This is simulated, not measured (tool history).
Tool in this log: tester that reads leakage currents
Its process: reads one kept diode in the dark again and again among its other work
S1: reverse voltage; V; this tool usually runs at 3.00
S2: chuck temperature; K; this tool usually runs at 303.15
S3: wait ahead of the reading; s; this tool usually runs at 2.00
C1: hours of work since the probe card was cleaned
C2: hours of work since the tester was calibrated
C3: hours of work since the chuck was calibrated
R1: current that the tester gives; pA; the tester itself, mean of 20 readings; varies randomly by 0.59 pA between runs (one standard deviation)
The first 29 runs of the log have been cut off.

Run 30, day 71.842: usual settings but S1 6.03 V, S2 309.15 K, S3 1.01 s; C1 3481; C2 2641; C3 695. Result: R1 389.47 pA.
Run 31, day 75.371: usual settings but S1 1.11 V, S2 325.15 K, S3 3.99 s; C1 3545; C2 2705; C3 760. Result: R1 732.93 pA.
Run 32, day 77.483: usual settings but S1 1.11 V, S2 325.15 K, S3 3.99 s; C1 3584; C2 2744; C3 798. Result: R1 740.39 pA.
Run 33, day 81.029: usual settings but S1 1.11 V, S2 325.15 K, S3 3.99 s; C1 3649; C2 2809; C3 863. Result: R1 733.04 pA.
Run 34, day 84.262: usual settings but S1 3.65 V; C1 3708; C2 2868; C3 922. Result: R1 208.46 pA.
Run 35, day 87.750: usual settings but S1 9.63 V, S3 0.87 s; C1 3772; C2 2932; C3 986. Result: R1 282.87 pA.
Run 36, day 91.150: usual settings but S1 9.63 V, S2 307.15 K, S3 2.55 s; C1 3834; C2 2994; C3 1049. Result: R1 385.89 pA.
At day 92.229: probe card cleaned and baked.
At day 92.312: chuck's temperature calibrated.
Run 37, day 93.146: usual settings but S1 9.63 V, S2 307.15 K, S3 2.55 s; C1 15; C2 3027; C3 15. Result: R1 384.35 pA.
Run 38, day 94.692: usual settings but S3 7.86 s; C1 43; C2 3055; C3 43. Result: R1 195.06 pA.
Run 39, day 96.942: usual settings but S1 2.38 V, S3 1.58 s; C1 85; C2 3096; C3 85. Result: R1 182.16 pA.

Predict each of these 3 candidate next runs independently; none follows another, all start after run 39:
Run A, day 99.879: usual settings but S1 2.38 V, S3 3.95 s; C1 138; C2 3150; C3 138. Result: R1 ?.
Run B, day 99.879: usual settings but S1 5.80 V, S3 1.95 s; C1 138; C2 3150; C3 138. Result: R1 ?.
Run C, day 99.879: usual settings but S1 2.38 V, S2 313.15 K, S3 4.51 s; C1 138; C2 3150; C3 138. Result: R1 ?.

run      R1
  A  181.06
  B  238.92
  C  393.73
Take away the tool's hidden state, keep each run's random variation, and the runs would have read:
run      R1
  A  181.30
  B  239.23
  C  394.24

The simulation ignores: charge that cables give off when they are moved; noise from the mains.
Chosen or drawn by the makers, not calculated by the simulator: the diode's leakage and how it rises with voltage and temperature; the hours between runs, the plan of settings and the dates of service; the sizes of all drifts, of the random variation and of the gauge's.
